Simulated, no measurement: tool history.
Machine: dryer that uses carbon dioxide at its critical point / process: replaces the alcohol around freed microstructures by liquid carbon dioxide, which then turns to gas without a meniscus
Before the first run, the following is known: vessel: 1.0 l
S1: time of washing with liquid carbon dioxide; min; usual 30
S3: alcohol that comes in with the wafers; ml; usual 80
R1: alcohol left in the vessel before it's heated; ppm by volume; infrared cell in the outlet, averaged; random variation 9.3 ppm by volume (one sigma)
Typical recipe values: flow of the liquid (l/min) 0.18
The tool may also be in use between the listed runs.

run 1 hour=0 | S1=30 flow_of_the_liquid_(l/min)=0.18 S3=80 | R1=802
run 2 hour=11 | S1=30 flow_of_the_liquid_(l/min)=0.18 S3=80 | R1=848
run 3 hour=16.8 | S1=30 flow_of_the_liquid_(l/min)=0.18 S3=80 | R1=864
run 4 hour=26.6 | S1=30 flow_of_the_liquid_(l/min)=0.18 S3=80 | R1=844
run 5 hour=32.8 | S1=42 flow_of_the_liquid_(l/min)=0.18 S3=80 | R1=213
run 6 hour=40.8 | S1=42 flow_of_the_liquid_(l/min)=0.18 S3=80 | R1=224
run 7 hour=48.3 | S1=42 flow_of_the_liquid_(l/min)=0.18 S3=80 | R1=226
run 8 hour=60.2 | S1=30 flow_of_the_liquid_(l/min)=0.18 S3=80 | R1=917
run 9 hour=70.5 | S1=29 flow_of_the_liquid_(l/min)=0.18 S3=80 | R1=1024
run 10 hour=79.4 | S1=29 flow_of_the_liquid_(l/min)=0.18 S3=80 | R1=1091
run 11 hour=88.3 | S1=29 flow_of_the_liquid_(l/min)=0.18 S3=80 | R1=1061
run 12 hour=97.1 | S1=29 flow_of_the_liquid_(l/min)=0.18 S3=80 | R1=1096
run 13 hour=103.7 | S1=36 flow_of_the_liquid_(l/min)=0.18 S3=80 | R1=466
run 14 hour=109.4 | S1=36 flow_of_the_liquid_(l/min)=0.18 S3=26 | R1=235
run 15 hour=122.6 | S1=36 flow_of_the_liquid_(l/min)=0.18 S3=26 | R1=240
-- hour=127.3 inlet filter changed
run 16 hour=130.9 | S1=36 flow_of_the_liquid_(l/min)=0.18 S3=69 | R1=273
run 17 hour=139.6 | S1=25 flow_of_the_liquid_(l/min)=0.18 S3=66 | R1=1142
run 18 hour=151.8 | S1=24 flow_of_the_liquid_(l/min)=0.18 S3=80 | R1=1550
run 19 hour=159.9 | S1=24 flow_of_the_liquid_(l/min)=0.18 S3=80 | R1=1626

Run 20, settings as shown, results not yet in. Your forecast:
run 20 hour=165.7 | S1=21 flow_of_the_liquid_(l/min)=0.18 S3=24 | R1=?

R1: 870 ppm by volume
Minus the tool's unlogged condition, the same run would have read R1 709 ppm by volume.
